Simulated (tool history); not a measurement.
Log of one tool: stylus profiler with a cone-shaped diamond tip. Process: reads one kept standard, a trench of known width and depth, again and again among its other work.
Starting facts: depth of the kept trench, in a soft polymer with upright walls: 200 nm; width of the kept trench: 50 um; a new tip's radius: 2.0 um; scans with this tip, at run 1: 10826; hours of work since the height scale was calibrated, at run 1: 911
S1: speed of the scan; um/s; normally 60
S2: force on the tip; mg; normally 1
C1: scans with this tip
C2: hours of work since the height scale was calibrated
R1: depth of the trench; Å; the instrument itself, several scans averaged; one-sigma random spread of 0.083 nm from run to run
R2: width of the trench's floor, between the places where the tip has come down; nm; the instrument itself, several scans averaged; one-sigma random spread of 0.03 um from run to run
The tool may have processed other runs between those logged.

run 1 hour=0 | S1=60 S2=1 | C1=10826 C2=911 | R1=2011.1 R2=46750
run 2 hour=54.2 | S1=25 S2=1 | C1=11162 C2=939 | R1=2009.6 R2=46940
run 3 hour=115.3 | S1=25 S2=1 | C1=11542 C2=971 | R1=2010.3 R2=47000
run 4 hour=183.6 | S1=25 S2=1 | C1=11965 C2=1007 | R1=2009.1 R2=46950
run 5 hour=236.9 | S1=25 S2=1 | C1=12296 C2=1034 | R1=2010.6 R2=46950
run 6 hour=280.1 | S1=25 S2=1 | C1=12564 C2=1057 | R1=2008.9 R2=46870
run 7 hour=319.8 | S1=25 S2=1 | C1=12811 C2=1078 | R1=2009.9 R2=46850
run 8 hour=393.6 | S1=25 S2=1 | C1=13269 C2=1116 | R1=2008.8 R2=46850
run 9 hour=454 | S1=25 S2=1 | C1=13644 C2=1148 | R1=2010.5 R2=46800
run 10 hour=505.7 | S1=20 S2=0.39 | C1=13965 C2=1175 | R1=2001.7 R2=46770
run 11 hour=570.2 | S1=128 S2=2.79 | C1=14365 C2=1208 | R1=2026.3 R2=46320
run 12 hour=622.9 | S1=128 S2=2.79 | C1=14692 C2=1236 | R1=2025.9 R2=46390
run 13 hour=674.4 | S1=147 S2=1.56 | C1=15013 C2=1263 | R1=2014.1 R2=46050
run 14 hour=743.1 | S1=85 S2=2.09 | C1=15439 C2=1299 | R1=2019.3 R2=46480
run 15 hour=791 | S1=85 S2=2.09 | C1=15736 C2=1324 | R1=2018.4 R2=46430

Alternative continuations, all from the tool just after run 15; predict every row:
-- hour=836 new tip fitted, height scale calibrated
run A hour=842 | S1=25 S2=0.6 | C1=38 C2=3 | R1=? R2=?
-- hour=836 new tip fitted, height scale calibrated
run B hour=842 | S1=60 S2=0.49 | C1=38 C2=3 | R1=? R2=?
-- hour=836 new tip fitted, height scale calibrated
run C hour=842 | S1=60 S2=1.55 | C1=38 C2=3 | R1=? R2=?

run=A R1=2013.5 R2=48050
run=B R1=2012.8 R2=47500
run=C R1=2024.9 R2=47850
Stripped of hidden state, with their random variation kept, the same runs would have yielded:
run=A R1=2012.1 R2=48090
run=B R1=2011.4 R2=47540
run=C R1=2023.5 R2=47890
